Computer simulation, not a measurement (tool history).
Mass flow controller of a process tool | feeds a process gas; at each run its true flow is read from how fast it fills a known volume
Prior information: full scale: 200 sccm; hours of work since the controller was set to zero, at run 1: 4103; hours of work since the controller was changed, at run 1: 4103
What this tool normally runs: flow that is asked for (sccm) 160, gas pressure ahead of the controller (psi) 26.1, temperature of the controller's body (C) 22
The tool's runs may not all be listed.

run,day,flow that is asked for (sccm),gas pressure ahead of the controller (psi),temperature of the controller's body (C),hours of work since the controller was set to zero,hours of work since the controller was changed,true flow (%)
1,0,160,26.1,22,4103,4103,97.93
2,8.046,160,26.1,22,4216,4216,97.79
3,19.104,160,26.1,22,4371,4371,97.78
4,30.488,160,26.1,22,4530,4530,97.69
5,41.504,160,26.1,22,4684,4684,97.59
6,50.717,160,26.1,22,4813,4813,97.5
7,64.2,160,26.1,22,5002,5002,97.3
8,75.521,160,36.5,22,5161,5161,97.87
9,87.804,160,26.1,37,5333,5333,95.75
10,94.312,160,26.1,37,5424,5424,95.87
11,99.9,160,26.1,22,5502,5502,97.27
12,108.829,160,26.1,22,5627,5627,97.06
13,118.279,160,26.1,22,5760,5760,97.06
14,124.617,160,26.1,22,5849,5849,96.98
15,131.675,160,26.1,22,5948,5948,97
16,142.421,160,26.1,22,6098,6098,96.89
17,155.742,160,26.1,22,6285,6285,96.76
# day 164.896: controller's zero set anew
18,166.883,160,26.1,29,28,6440,95.61
19,177.871,160,34.2,22,182,6594,96.8
20,189.833,129,34.2,22,349,6762,96
21,201.25,129,34.2,22,509,6922,95.97
22,206.775,160,21.8,22,587,6999,95.97
23,217.462,160,21.8,22,736,7149,95.72
24,224.983,160,21.8,22,842,7254,95.88
# day 228.483: controller's zero set anew, once more
25,235.925,156,21.2,22,104,7407,97.02
26,243.312,28,32.1,27,208,7511,95.47
27,254.808,60,21.6,38,369,7672,94.22
28,266.542,23,37.7,26,533,7836,95.51
29,277.492,172,22.2,22,687,7990,96.99
30,287.746,35,36,28,830,8133,95.24
31,295.45,160,29.7,39,938,8241,95.34
32,308.504,160,29.7,39,1121,8424,95.33
33,317.933,174,20.7,21,1253,8556,96.71
34,324.446,136,30.5,26,1344,8647,96.28
35,336.717,94,30.5,26,1516,8819,95.72
36,345.071,160,29.2,38,1633,8936,95.09
37,353.592,160,30.2,36,1753,9056,95.28
38,363.254,160,22.6,40,1888,9191,94.57
39,370.4,31,34.1,24,1988,9291,94.24
40,380.238,170,33.8,23,2126,9429,96.72
41,389.262,110,24.8,21,2252,9555,95.6
42,400.329,110,24.8,21,2407,9710,95.56
43,411.117,56,29.7,22,2558,9862,94.67
44,422.783,160,26.1,30,2722,10025,95.13
45,434.1,72,26.1,22,2880,10184,94.59
46,443.908,72,26.1,39,3018,10321,92.98
47,451.196,72,26.1,39,3120,10423,92.95
48,461.117,160,20.7,29,3259,10562,94.88

For each entry between runs, how does the tool's hidden state at the last listed run before it compare with that at the first listed run after it?
From run 17 to run 18: controller's zero set anew (day 164.896)
  flow at rest that the sensor doesn't see, % of full scale: -0.668 -> -0.908; true flow over the shown one, %: -2.11 -> -2.16
  measured minus no-state result, true flow (%): -2.95 -> -3.29
From run 24 to run 25: controller's zero set anew, once more (day 228.483)
  flow at rest that the sensor doesn't see, % of full scale: -0.994 -> -0.019; true flow over the shown one, %: -2.44 -> -2.5
  measured minus no-state result, true flow (%): -3.68 -> -2.53
